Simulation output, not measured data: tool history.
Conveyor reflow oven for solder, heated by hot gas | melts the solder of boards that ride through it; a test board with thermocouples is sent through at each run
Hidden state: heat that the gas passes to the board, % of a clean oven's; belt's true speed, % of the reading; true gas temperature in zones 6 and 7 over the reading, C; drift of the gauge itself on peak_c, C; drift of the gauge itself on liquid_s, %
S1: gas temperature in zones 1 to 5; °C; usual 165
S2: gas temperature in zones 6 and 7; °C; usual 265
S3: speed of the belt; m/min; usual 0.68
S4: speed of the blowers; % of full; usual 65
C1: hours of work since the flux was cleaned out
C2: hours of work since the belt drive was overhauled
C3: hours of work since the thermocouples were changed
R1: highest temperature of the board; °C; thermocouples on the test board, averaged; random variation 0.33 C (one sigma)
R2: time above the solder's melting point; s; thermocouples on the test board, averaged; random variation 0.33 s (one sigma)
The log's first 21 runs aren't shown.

| run | hour | S1 | S2 | S3 | S4 | C1 | C2 | C3 | R1 | R2 |
|---|---|---|---|---|---|---|---|---|---|---|
| 22 | 476.9 | 171 | 265 | 0.68 | 72 | 180 | 633 | 829 | 257.3 | 57.5 |
| 23 | 493.4 | 166 | 265 | 0.68 | 56 | 187 | 640 | 836 | 253.8 | 52.6 |
| 24 | 509 | 166 | 275 | 0.702 | 56 | 194 | 647 | 843 | 262.1 | 55.3 |
| 25 | 524.8 | 166 | 265 | 0.683 | 53 | 201 | 654 | 850 | 253.4 | 52.3 |
|  | 529 | thermocouples of zones 6 and 7 changed |
| 26 | 541.3 | 167 | 272 | 0.584 | 66 | 208 | 660 | 5 | 263.4 | 69.3 |
| 27 | 563.5 | 165 | 258 | 0.633 | 65 | 218 | 670 | 15 | 248.5 | 54.3 |
| 28 | 580.4 | 153 | 258 | 0.614 | 65 | 225 | 678 | 23 | 247.3 | 51.5 |
| 29 | 594.3 | 165 | 265 | 0.68 | 53 | 231 | 684 | 29 | 250.2 | 49.9 |
| 30 | 620.7 | 170 | 257 | 0.678 | 65 | 243 | 696 | 41 | 246.6 | 50.7 |
|  | 630.4 | flux residue cleaned out of gas plates and filters |
| 31 | 646.9 | 163 | 279 | 0.678 | 65 | 7 | 705 | 50 | 266.2 | 59.9 |

3 ways to go on from here, each from the tool as it stands after run 31. What would each give?
| A | 661.6 | 151 | 265 | 0.68 | 65 | 14 | 712 | 57 | ? | ? |
| B | 661.6 | 167 | 268 | 0.678 | 53 | 14 | 712 | 57 | ? | ? |
| C | 661.6 | 165 | 279 | 0.653 | 65 | 14 | 712 | 57 | ? | ? |

| run | R1 | R2 |
|---|---|---|
| A | 252.1 | 49.4 |
| B | 254.3 | 54 |
| C | 267.3 | 63.8 |
Without the tool's hidden state the same runs would have given:
| run | R1 | R2 |
|---|---|---|
| A | 251.2 | 47.7 |
| B | 253.4 | 52.2 |
| C | 266.4 | 62.1 |
